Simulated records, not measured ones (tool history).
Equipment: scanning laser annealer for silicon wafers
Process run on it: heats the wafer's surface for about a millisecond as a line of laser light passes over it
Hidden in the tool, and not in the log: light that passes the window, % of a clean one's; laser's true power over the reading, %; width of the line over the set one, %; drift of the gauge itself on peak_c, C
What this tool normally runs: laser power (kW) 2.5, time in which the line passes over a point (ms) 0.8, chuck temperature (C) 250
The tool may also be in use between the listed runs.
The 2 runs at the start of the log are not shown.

| run | hour | laser power (kW) | time in which the line passes over a point (ms) | chuck temperature (C) | hours of work since the window was cleaned | hours of work since the power meter was calibrated | hours of work since the optics were aligned | highest temperature of the surface (C) |
|---|---|---|---|---|---|---|---|---|
| 3 | 107.5 | 2.37 | 0.8 | 250 | 484 | 1505 | 887 | 1001 |
| 4 | 144.5 | 2.37 | 0.8 | 250 | 512 | 1533 | 914 | 995 |
| 5 | 186.9 | 2.37 | 0.8 | 250 | 544 | 1564 | 946 | 994 |
| 6 | 252.4 | 2.37 | 0.8 | 250 | 593 | 1614 | 996 | 991 |
| 7 | 322.6 | 2.5 | 0.8 | 222 | 646 | 1667 | 1049 | 1018 |
| 8 | 394.7 | 2.5 | 0.8 | 222 | 700 | 1721 | 1103 | 1022 |
| 9 | 447.9 | 2.5 | 0.8 | 217 | 740 | 1761 | 1143 | 1007 |
|  | 463 | window over the wafer cleaned |
| 10 | 481.4 | 2.5 | 0.8 | 217 | 14 | 1785 | 1167 | 1034 |
| 11 | 531.5 | 2.5 | 0.8 | 217 | 52 | 1823 | 1205 | 1033 |
| 12 | 586.7 | 2.5 | 0.8 | 217 | 93 | 1864 | 1246 | 1030 |
| 13 | 639.2 | 2.5 | 0.8 | 217 | 133 | 1904 | 1286 | 1030 |
| 14 | 700.8 | 2.5 | 0.568 | 217 | 179 | 1950 | 1332 | 890 |
| 15 | 754.8 | 2.5 | 0.568 | 217 | 220 | 1991 | 1373 | 890 |
| 16 | 822.5 | 2.228 | 0.8 | 263 | 271 | 2042 | 1424 | 951 |
| 17 | 860.6 | 2.5 | 0.907 | 277 | 300 | 2071 | 1453 | 1138 |
| 18 | 898.7 | 2.353 | 0.8 | 250 | 328 | 2099 | 1481 | 986 |
| 19 | 958.4 | 2.678 | 0.565 | 277 | 373 | 2144 | 1526 | 1007 |
| 20 | 1027.4 | 2.5 | 0.674 | 278 | 425 | 2196 | 1578 | 1005 |
| 21 | 1095.7 | 2.5 | 0.674 | 278 | 477 | 2248 | 1630 | 1007 |
|  | 1143.5 | optics aligned, line set to its width |
| 22 | 1165.7 | 2.5 | 0.976 | 250 | 526 | 2297 | 17 | 1150 |
| 23 | 1221 | 2.5 | 0.976 | 250 | 567 | 2339 | 58 | 1149 |
| 24 | 1283.6 | 2.5 | 0.976 | 250 | 615 | 2386 | 106 | 1142 |
| 25 | 1316.3 | 2.5 | 0.976 | 250 | 639 | 2410 | 130 | 1141 |
| 26 | 1350.3 | 2.5 | 0.976 | 250 | 665 | 2436 | 156 | 1142 |
| 27 | 1381 | 2.492 | 0.852 | 259 | 688 | 2459 | 179 | 1079 |

Run 28, settings as shown, results not yet in. Your forecast:
| 28 | 1435.9 | 2.732 | 0.854 | 270 | 729 | 2501 | 220 | ? |

For run 28 the tool returned highest temperature of the surface (C) 1203.
Were there no unlogged condition in the tool, this run, its random variation unchanged, would have produced highest temperature of the surface (C) 1248.
